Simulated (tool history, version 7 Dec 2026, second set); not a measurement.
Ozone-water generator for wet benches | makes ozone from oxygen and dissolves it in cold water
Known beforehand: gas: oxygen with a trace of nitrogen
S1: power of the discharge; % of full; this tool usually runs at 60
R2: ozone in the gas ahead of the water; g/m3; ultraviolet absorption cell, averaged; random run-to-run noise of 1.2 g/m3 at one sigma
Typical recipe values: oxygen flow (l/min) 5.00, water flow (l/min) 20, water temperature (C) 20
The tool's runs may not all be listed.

run 1 day=0.000 | S1=60 oxygen_flow_(l/min)=5.00 water_flow_(l/min)=20 water_temperature_(C)=20 | dissolved_ozone_(ppm)=15.8 R2=200.0
run 2 day=0.804 | S1=60 oxygen_flow_(l/min)=5.00 water_flow_(l/min)=20 water_temperature_(C)=20 | dissolved_ozone_(ppm)=15.7 R2=198.7
run 3 day=2.533 | S1=60 oxygen_flow_(l/min)=5.00 water_flow_(l/min)=20 water_temperature_(C)=20 | dissolved_ozone_(ppm)=15.7 R2=197.9
run 4 day=4.025 | S1=60 oxygen_flow_(l/min)=5.00 water_flow_(l/min)=20 water_temperature_(C)=20 | dissolved_ozone_(ppm)=15.4 R2=199.1
run 5 day=5.754 | S1=60 oxygen_flow_(l/min)=5.00 water_flow_(l/min)=20 water_temperature_(C)=20 | dissolved_ozone_(ppm)=15.6 R2=198.7
run 6 day=6.921 | S1=60 oxygen_flow_(l/min)=5.00 water_flow_(l/min)=20 water_temperature_(C)=20 | dissolved_ozone_(ppm)=15.5 R2=197.2
run 7 day=8.238 | S1=60 oxygen_flow_(l/min)=3.83 water_flow_(l/min)=20 water_temperature_(C)=20 | dissolved_ozone_(ppm)=14.7 R2=216.3
run 8 day=9.175 | S1=60 oxygen_flow_(l/min)=3.83 water_flow_(l/min)=20 water_temperature_(C)=20 | dissolved_ozone_(ppm)=14.8 R2=221.0
run 9 day=10.358 | S1=60 oxygen_flow_(l/min)=3.83 water_flow_(l/min)=20 water_temperature_(C)=20 | dissolved_ozone_(ppm)=14.6 R2=218.2
run 10 day=11.925 | S1=48 oxygen_flow_(l/min)=5.00 water_flow_(l/min)=20 water_temperature_(C)=20 | dissolved_ozone_(ppm)=13.2 R2=173.9
run 11 day=13.279 | S1=60 oxygen_flow_(l/min)=5.00 water_flow_(l/min)=20 water_temperature_(C)=20 | dissolved_ozone_(ppm)=15.3 R2=196.3
run 12 day=14.612 | S1=60 oxygen_flow_(l/min)=5.00 water_flow_(l/min)=20 water_temperature_(C)=20 | dissolved_ozone_(ppm)=15.5 R2=196.1
run 13 day=15.992 | S1=47 oxygen_flow_(l/min)=5.00 water_flow_(l/min)=20 water_temperature_(C)=20 | dissolved_ozone_(ppm)=13.1 R2=171.5
run 14 day=17.750 | S1=60 oxygen_flow_(l/min)=5.00 water_flow_(l/min)=20 water_temperature_(C)=20 | dissolved_ozone_(ppm)=15.1 R2=194.1
run 15 day=18.612 | S1=60 oxygen_flow_(l/min)=5.00 water_flow_(l/min)=20 water_temperature_(C)=20 | dissolved_ozone_(ppm)=15.2 R2=196.2
run 16 day=19.850 | S1=60 oxygen_flow_(l/min)=5.21 water_flow_(l/min)=20 water_temperature_(C)=20 | dissolved_ozone_(ppm)=15.1 R2=190.5
run 17 day=21.588 | S1=90 oxygen_flow_(l/min)=5.21 water_flow_(l/min)=19 water_temperature_(C)=20 | dissolved_ozone_(ppm)=19.8 R2=243.0
run 18 day=23.075 | S1=90 oxygen_flow_(l/min)=2.90 water_flow_(l/min)=19 water_temperature_(C)=20 | dissolved_ozone_(ppm)=17.7 R2=302.8
run 19 day=24.367 | S1=88 oxygen_flow_(l/min)=5.00 water_flow_(l/min)=20 water_temperature_(C)=20 | dissolved_ozone_(ppm)=18.6 R2=240.0
-- day=24.617 contactor cleaned
run 20 day=26.367 | S1=42 oxygen_flow_(l/min)=8.97 water_flow_(l/min)=20 water_temperature_(C)=20 | dissolved_ozone_(ppm)=12.0 R2=127.9
run 21 day=27.779 | S1=75 oxygen_flow_(l/min)=3.36 water_flow_(l/min)=32 water_temperature_(C)=20 | dissolved_ozone_(ppm)=8.8 R2=254.5
-- day=29.108 contactor cleaned, once more
run 22 day=29.629 | S1=76 oxygen_flow_(l/min)=7.82 water_flow_(l/min)=14 water_temperature_(C)=20 | dissolved_ozone_(ppm)=25.0 R2=186.0
run 23 day=31.296 | S1=60 oxygen_flow_(l/min)=5.04 water_flow_(l/min)=20 water_temperature_(C)=20 | dissolved_ozone_(ppm)=16.5 R2=191.2
run 24 day=32.075 | S1=60 oxygen_flow_(l/min)=5.04 water_flow_(l/min)=20 water_temperature_(C)=20 | dissolved_ozone_(ppm)=16.4 R2=192.1
run 25 day=33.017 | S1=60 oxygen_flow_(l/min)=5.04 water_flow_(l/min)=20 water_temperature_(C)=20 | dissolved_ozone_(ppm)=16.5 R2=192.5
run 26 day=34.521 | S1=60 oxygen_flow_(l/min)=5.00 water_flow_(l/min)=20 water_temperature_(C)=14 | dissolved_ozone_(ppm)=17.7 R2=193.7
run 27 day=36.221 | S1=62 oxygen_flow_(l/min)=3.37 water_flow_(l/min)=19 water_temperature_(C)=27 | dissolved_ozone_(ppm)=14.6 R2=228.4
run 28 day=37.333 | S1=95 oxygen_flow_(l/min)=4.83 water_flow_(l/min)=26 water_temperature_(C)=24 | dissolved_ozone_(ppm)=15.9 R2=249.8
run 29 day=38.288 | S1=95 oxygen_flow_(l/min)=4.83 water_flow_(l/min)=26 water_temperature_(C)=24 | dissolved_ozone_(ppm)=16.0 R2=248.9
run 30 day=39.750 | S1=60 oxygen_flow_(l/min)=4.83 water_flow_(l/min)=27 water_temperature_(C)=18 | dissolved_ozone_(ppm)=12.9 R2=193.3
run 31 day=40.817 | S1=75 oxygen_flow_(l/min)=2.74 water_flow_(l/min)=13 water_temperature_(C)=18 | dissolved_ozone_(ppm)=24.0 R2=270.1
run 32 day=42.617 | S1=98 oxygen_flow_(l/min)=3.15 water_flow_(l/min)=23 water_temperature_(C)=18 | dissolved_ozone_(ppm)=17.2 R2=297.4

Branching from run 32: 3 alternative next runs. What would each branch give?
run A day=44.071 | S1=60 oxygen_flow_(l/min)=4.32 water_flow_(l/min)=26 water_temperature_(C)=20 | dissolved_ozone_(ppm)=? R2=?
run B day=44.071 | S1=60 oxygen_flow_(l/min)=5.00 water_flow_(l/min)=20 water_temperature_(C)=24 | dissolved_ozone_(ppm)=? R2=?
run C day=44.071 | S1=84 oxygen_flow_(l/min)=3.15 water_flow_(l/min)=23 water_temperature_(C)=18 | dissolved_ozone_(ppm)=? R2=?

run=A dissolved_ozone_(ppm)=12.2 R2=201.0
run=B dissolved_ozone_(ppm)=14.9 R2=188.3
run=C dissolved_ozone_(ppm)=15.6 R2=271.4
What these runs would have given with no unlogged condition in the tool:
run=A dissolved_ozone_(ppm)=14.2 R2=228.8
run=B dissolved_ozone_(ppm)=17.3 R2=214.4
run=C dissolved_ozone_(ppm)=18.5 R2=318.1

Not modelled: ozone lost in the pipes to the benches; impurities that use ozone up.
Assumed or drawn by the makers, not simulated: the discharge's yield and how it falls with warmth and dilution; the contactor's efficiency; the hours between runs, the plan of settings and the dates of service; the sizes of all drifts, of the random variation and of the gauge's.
